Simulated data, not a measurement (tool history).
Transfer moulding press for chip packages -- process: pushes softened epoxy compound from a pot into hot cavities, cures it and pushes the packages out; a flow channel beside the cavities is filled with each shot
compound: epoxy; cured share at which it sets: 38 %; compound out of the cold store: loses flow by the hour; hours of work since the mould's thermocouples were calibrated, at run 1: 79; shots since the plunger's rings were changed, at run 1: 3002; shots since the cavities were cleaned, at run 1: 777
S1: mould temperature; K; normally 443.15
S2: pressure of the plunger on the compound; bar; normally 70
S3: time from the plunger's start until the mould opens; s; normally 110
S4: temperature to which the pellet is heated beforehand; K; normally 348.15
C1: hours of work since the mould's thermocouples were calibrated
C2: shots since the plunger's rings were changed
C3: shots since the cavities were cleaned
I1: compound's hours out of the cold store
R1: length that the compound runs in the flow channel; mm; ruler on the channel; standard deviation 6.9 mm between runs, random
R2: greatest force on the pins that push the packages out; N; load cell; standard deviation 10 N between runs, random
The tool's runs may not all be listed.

run   hour      S1  S2   S3      S4   C1    C2   C3    I1   R1   R2
  1      0  443.15  70  110  348.15   79  3002  777  23.2  793  936
       4.4  -- cavities cleaned with cleaning compound and waxed
  2     49  443.15  70  110  348.15  110  3550  515  26.7  773  785
      78.3  -- cavities cleaned with cleaning compound and waxed
  3     91  443.15  70  110  348.15  137  4017  147   8.1  830  629
  4  145.4  443.15  70  125  348.15  173  4644  774    39  718  861
     150.5  -- cavities cleaned with cleaning compound and waxed
  5  183.2  443.15  70  125  348.15  197  5062  377   9.7  814  703
     203.7  -- plunger's sealing rings changed
     227.9  -- cavities cleaned with cleaning compound and waxed
  6    246  443.15  70  125  348.15  236   470  208  19.4  823  631
  7  283.6  443.15  70  125  348.15  260   904  642  12.5  858  830
     300.5  -- cavities cleaned with cleaning compound and waxed
  8  314.6  443.15  70  125  348.15  280  1244  163  23.9  810  574
  9    347  443.15  70  125  348.15  301  1617  536  37.6  759  769
     377.2  -- cavities cleaned with cleaning compound and waxed
 10  388.7  443.15  70  110  348.15  328  2080  132  42.6  738  580
 11  432.5  443.15  70  110  348.15  356  2585  637    36  753  876
     451.7  -- cavities cleaned with cleaning compound and waxed
 12  470.4  443.15  70  129  348.15  381  3006  217  19.5  804  623
 13  519.3  443.15  70  129  348.15  413  3569  780  10.6  825  894
       524  -- cavities cleaned with cleaning compound and waxed
 14    563  450.15  83  119  358.15  441  4056  449  10.1  874  697
     597.4  -- cavities cleaned with cleaning compound and waxed
 15    598  450.15  83  119  358.15  463  4442    7  25.3  817  422
 16  651.7  450.15  83  119  358.15  498  5062  627  42.1  750  773

Run 17 has not been measured yet. What should we expect?
     670.5  -- cavities cleaned with cleaning compound and waxed
     677.5  -- plunger's sealing rings changed
 17  720.6  450.15  83  110  358.15  541  496  548  35.2   ?   ?

Run 17 measured R1 828 mm, R2 758 N.
Were there no unlogged condition in the tool, this run, its random variation unchanged, would have produced R1 833 mm, R2 414 N.
